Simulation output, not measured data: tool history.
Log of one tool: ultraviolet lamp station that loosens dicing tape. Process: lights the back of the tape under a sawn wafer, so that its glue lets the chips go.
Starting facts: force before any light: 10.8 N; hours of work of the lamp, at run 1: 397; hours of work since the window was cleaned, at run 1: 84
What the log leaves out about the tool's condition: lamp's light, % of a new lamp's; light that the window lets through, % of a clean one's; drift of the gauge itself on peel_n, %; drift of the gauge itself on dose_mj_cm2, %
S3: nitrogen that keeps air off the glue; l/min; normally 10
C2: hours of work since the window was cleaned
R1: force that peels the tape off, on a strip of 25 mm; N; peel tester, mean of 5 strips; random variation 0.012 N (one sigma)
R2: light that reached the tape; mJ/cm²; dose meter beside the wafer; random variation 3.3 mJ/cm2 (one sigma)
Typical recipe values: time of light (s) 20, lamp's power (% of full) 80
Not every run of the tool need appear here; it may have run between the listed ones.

Run 1, hour 0.0: usual settings; hours of work of the lamp 397; C2 84. Result: R1 0.680 N, R2 472 mJ/cm².
Run 2, hour 12.5: usual settings; hours of work of the lamp 404; C2 91. Result: R1 0.729 N, R2 469 mJ/cm².
Run 3, hour 35.5: usual settings; hours of work of the lamp 417; C2 104. Result: R1 0.722 N, R2 465 mJ/cm².
Run 4, hour 53.9: usual settings but S3 8 l/min; hours of work of the lamp 427; C2 114. Result: R1 0.840 N, R2 464 mJ/cm².
Run 5, hour 69.8: usual settings but S3 8 l/min; hours of work of the lamp 436; C2 123. Result: R1 0.802 N, R2 470 mJ/cm².
Run 6, hour 93.6: usual settings but S3 8 l/min; hours of work of the lamp 449; C2 136. Result: R1 0.812 N, R2 453 mJ/cm².
Run 7, hour 111.7: usual settings but S3 8 l/min; hours of work of the lamp 460; C2 147. Result: R1 0.821 N, R2 458 mJ/cm².
Run 8, hour 131.5: usual settings but lamp's power (% of full) 74; hours of work of the lamp 471; C2 158. Result: R1 0.894 N, R2 421 mJ/cm².
Run 9, hour 158.8: usual settings but lamp's power (% of full) 74; hours of work of the lamp 486; C2 173. Result: R1 0.900 N, R2 419 mJ/cm².
Run 10, hour 183.6: usual settings but lamp's power (% of full) 74; hours of work of the lamp 500; C2 187. Result: R1 0.860 N, R2 419 mJ/cm².
Run 11, hour 199.3: usual settings but lamp's power (% of full) 74; hours of work of the lamp 509; C2 196. Result: R1 0.938 N, R2 414 mJ/cm².
Run 12, hour 212.2: usual settings but S3 13 l/min; hours of work of the lamp 516; C2 203. Result: R1 0.653 N, R2 451 mJ/cm².
Run 13, hour 230.2: usual settings but S3 13 l/min; hours of work of the lamp 526; C2 213. Result: R1 0.684 N, R2 448 mJ/cm².
Run 14, hour 255.1: usual settings but time of light (s) 16; hours of work of the lamp 540; C2 227. Result: R1 1.279 N, R2 359 mJ/cm².
Run 15, hour 274.6: usual settings but lamp's power (% of full) 93; hours of work of the lamp 551; C2 238. Result: R1 0.543 N, R2 509 mJ/cm².
Run 16, hour 302.3: usual settings but lamp's power (% of full) 70; hours of work of the lamp 567; C2 254. Result: R1 1.097 N, R2 386 mJ/cm².
Run 17, hour 315.3: usual settings but lamp's power (% of full) 70; hours of work of the lamp 574; C2 261. Result: R1 1.118 N, R2 387 mJ/cm².
Run 18, hour 340.2: usual settings but lamp's power (% of full) 91; hours of work of the lamp 588; C2 275. Result: R1 0.616 N, R2 499 mJ/cm².
Run 19, hour 363.5: usual settings; hours of work of the lamp 602; C2 289. Result: R1 0.845 N, R2 431 mJ/cm².
Run 20, hour 390.6: usual settings; hours of work of the lamp 617; C2 304. Result: R1 0.829 N, R2 434 mJ/cm².
Run 21, hour 418.1: usual settings; hours of work of the lamp 632; C2 319. Result: R1 0.834 N, R2 428 mJ/cm².
Run 22, hour 437.5: usual settings but time of light (s) 14, S3 5 l/min; hours of work of the lamp 643; C2 330. Result: R1 2.366 N, R2 299 mJ/cm².
Run 23, hour 449.1: usual settings but time of light (s) 21, lamp's power (% of full) 81, S3 5 l/min; hours of work of the lamp 650; C2 337. Result: R1 1.148 N, R2 453 mJ/cm².
Run 24, hour 467.4: usual settings but time of light (s) 34, lamp's power (% of full) 85; hours of work of the lamp 660; C2 347. Result: R1 0.248 N, R2 773 mJ/cm².
Run 25, hour 482.6: usual settings but time of light (s) 34, lamp's power (% of full) 85; hours of work of the lamp 669; C2 356. Result: R1 0.255 N, R2 769 mJ/cm².
Run 26, hour 506.7: usual settings but time of light (s) 34, lamp's power (% of full) 85; hours of work of the lamp 682; C2 369. Result: R1 0.257 N, R2 764 mJ/cm².
Run 27, hour 521.6: usual settings but time of light (s) 34, lamp's power (% of full) 85; hours of work of the lamp 691; C2 378. Result: R1 0.247 N, R2 755 mJ/cm².
Run 28, hour 542.4: usual settings but time of light (s) 34, lamp's power (% of full) 85; hours of work of the lamp 702; C2 389. Result: R1 0.265 N, R2 758 mJ/cm².
Run 29, hour 565.1: usual settings but time of light (s) 15, lamp's power (% of full) 63, S3 7 l/min; hours of work of the lamp 715; C2 402. Result: R1 2.728 N, R2 243 mJ/cm².
Run 30, hour 577.2: usual settings but time of light (s) 18, lamp's power (% of full) 63, S3 6 l/min; hours of work of the lamp 722; C2 409. Result: R1 2.327 N, R2 293 mJ/cm².
Run 31, hour 589.4: usual settings but time of light (s) 24, lamp's power (% of full) 63, S3 18 l/min; hours of work of the lamp 729; C2 416. Result: R1 0.749 N, R2 395 mJ/cm².
Run 32, hour 601.1: usual settings but time of light (s) 24, lamp's power (% of full) 63, S3 18 l/min; hours of work of the lamp 736; C2 423. Result: R1 0.752 N, R2 389 mJ/cm².
Run 33, hour 613.6: usual settings but time of light (s) 24, lamp's power (% of full) 79, S3 7 l/min; hours of work of the lamp 743; C2 430. Result: R1 0.799 N, R2 480 mJ/cm².
Run 34, hour 634.5: usual settings but time of light (s) 24, lamp's power (% of full) 79, S3 7 l/min; hours of work of the lamp 754; C2 441. Result: R1 0.818 N, R2 484 mJ/cm².
Run 35, hour 654.0: usual settings but time of light (s) 13, lamp's power (% of full) 79, S3 4 l/min; hours of work of the lamp 765; C2 452. Result: R1 3.230 N, R2 258 mJ/cm².
Run 36, hour 672.1: usual settings but time of light (s) 34, S3 18 l/min; hours of work of the lamp 776; C2 463. Result: R1 0.230 N, R2 685 mJ/cm².
Run 37, hour 698.4: usual settings but time of light (s) 21, lamp's power (% of full) 79, S3 18 l/min; hours of work of the lamp 790; C2 477. Result: R1 0.646 N, R2 418 mJ/cm².
At hour 702.3: window cleaned of glue's vapour.
Run 38, hour 714.5: usual settings but time of light (s) 21, lamp's power (% of full) 84, S3 18 l/min; hours of work of the lamp 799; C2 7. Result: R1 0.500 N, R2 472 mJ/cm².
Run 39, hour 735.3: usual settings but S3 6 l/min; hours of work of the lamp 811; C2 19. Result: R1 1.183 N, R2 426 mJ/cm².
Run 40, hour 762.1: usual settings but lamp's power (% of full) 65; hours of work of the lamp 826; C2 34. Result: R1 1.362 N, R2 345 mJ/cm².
Run 41, hour 783.9: usual settings but lamp's power (% of full) 65, S3 5 l/min; hours of work of the lamp 838; C2 46. Result: R1 1.900 N, R2 341 mJ/cm².
Run 42, hour 809.9: usual settings but time of light (s) 26, lamp's power (% of full) 79, S3 5 l/min; hours of work of the lamp 853; C2 61. Result: R1 0.806 N, R2 542 mJ/cm².

Each row is a separate what-if for the run after 42, all from the same tool condition, not one after another. Results?
Run A, hour 829.7: usual settings but time of light (s) 26, lamp's power (% of full) 99, S3 5 l/min; hours of work of the lamp 864; C2 72. Result: R1 ?, R2 ?.
Run B, hour 829.7: usual settings but lamp's power (% of full) 60; hours of work of the lamp 864; C2 72. Result: R1 ?, R2 ?.
Run C, hour 829.7: usual settings but time of light (s) 26, lamp's power (% of full) 99, S3 7 l/min; hours of work of the lamp 864; C2 72. Result: R1 ?, R2 ?.

run     R1   R2
  A  0.484  673
  B  1.645  316
  C  0.393  679
With the hidden condition removed and each run's random variation left untouched, the same runs would have given:
run     R1   R2
  A  0.295  847
  B  1.050  398
  C  0.256  853

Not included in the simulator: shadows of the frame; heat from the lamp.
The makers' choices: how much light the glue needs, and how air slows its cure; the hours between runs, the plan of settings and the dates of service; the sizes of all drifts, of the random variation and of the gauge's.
